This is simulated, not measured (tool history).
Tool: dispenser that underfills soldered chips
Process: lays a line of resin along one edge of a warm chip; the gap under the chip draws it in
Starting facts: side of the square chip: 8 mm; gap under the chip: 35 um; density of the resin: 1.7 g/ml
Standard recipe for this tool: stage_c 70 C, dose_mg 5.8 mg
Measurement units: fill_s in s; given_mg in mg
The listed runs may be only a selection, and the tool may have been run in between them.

run,hour,stage_c,dose_mg,fill_s,given_mg
1,0,70,5.8,163.4,5.28
2,4.6,70,5.8,188.1,5.36
# hour 7.9: new syringe of resin
3,13.4,65,5.8,204.7,5.4
# hour 20.9: new syringe of resin
4,20.9,65,5.8,169.8,5.29
5,26.5,70,6.22,165.8,5.62
# hour 33.8: new syringe of resin
6,37,70,6.22,152.3,5.74
7,44.5,70,6.22,194.9,5.64
# hour 47.2: new syringe of resin
8,49.5,70,6.22,149.5,5.56
9,56.4,70,6.22,191.3,5.67
# hour 60.1: dispensing valve cleaned and set on the balance
# hour 61: new syringe of resin
10,64.5,70,6.22,153.5,6.28
11,69.3,70,6.22,179.2,6.16
# hour 74.4: new syringe of resin
12,77,70,5.8,156.2,5.81
13,86.5,70,5.82,203.8,5.74
# hour 87.4: new syringe of resin
14,93.7,70,5.02,181.1,5.05
# hour 100.1: new syringe of resin
15,100.8,66,5.8,167.5,5.7
16,109.3,70,5.5,188.4,5.48
# hour 112.9: new syringe of resin
17,120.1,81,6.83,117.8,6.58
# hour 125.8: new syringe of resin
18,128.7,61,6.83,210.9,6.61
19,133.6,61,6.83,245.8,6.63
# hour 139: new syringe of resin
20,142.4,60,6.16,223.2,5.91
# hour 152.3: new syringe of resin
21,153.8,56,5.43,261.3,5.23
22,161.3,79,5.43,136.8,5.24
# hour 165.6: new syringe of resin
23,167.7,79,5.43,107.9,5.27
24,177.2,79,5.43,151.6,5.25
# hour 178.5: new syringe of resin
25,183.3,65,5.34,203.1,5.14
# hour 191.3: new syringe of resin
26,194.2,65,5.34,192.4,5.09
27,201.2,67,5.33,223.8,5.04
# hour 204.4: new syringe of resin
28,212.2,57,6.27,293.1,5.99
# hour 217.2: new syringe of resin
29,223.6,73,5.8,157.3,5.46
# hour 230: new syringe of resin
30,234.5,76,6.23,129.7,5.88

Each run again, without the hidden state but with its own random variation kept:
Hidden conditions of the tool in this case: resin's viscosity, % of fresh resin's; dose that the valve gives, % of what is set; true chip temperature over the reading, C; drift of the gauge itself on fill_s, %; drift of the gauge itself on given_mg, %.
run,fill_s,given_mg
1,135.1,5.68
2,133.7,5.77
3,161.3,5.83
4,162.7,5.74
5,133.4,6.11
6,132.2,6.25
7,133,6.18
8,131,6.11
9,133.6,6.24
10,134.5,6.26
11,134.1,6.16
12,137.6,5.83
13,131.9,5.78
14,141.7,5.1
15,157,5.77
16,134.1,5.57
17,89.9,6.72
18,186.5,6.77
19,185.1,6.81
20,192.1,6.1
21,235.8,5.42
22,97,5.45
23,95.8,5.49
24,98.8,5.49
25,164,5.39
26,163.5,5.37
27,151.6,5.33
28,218.6,6.35
29,120.3,5.83
30,106.8,6.31

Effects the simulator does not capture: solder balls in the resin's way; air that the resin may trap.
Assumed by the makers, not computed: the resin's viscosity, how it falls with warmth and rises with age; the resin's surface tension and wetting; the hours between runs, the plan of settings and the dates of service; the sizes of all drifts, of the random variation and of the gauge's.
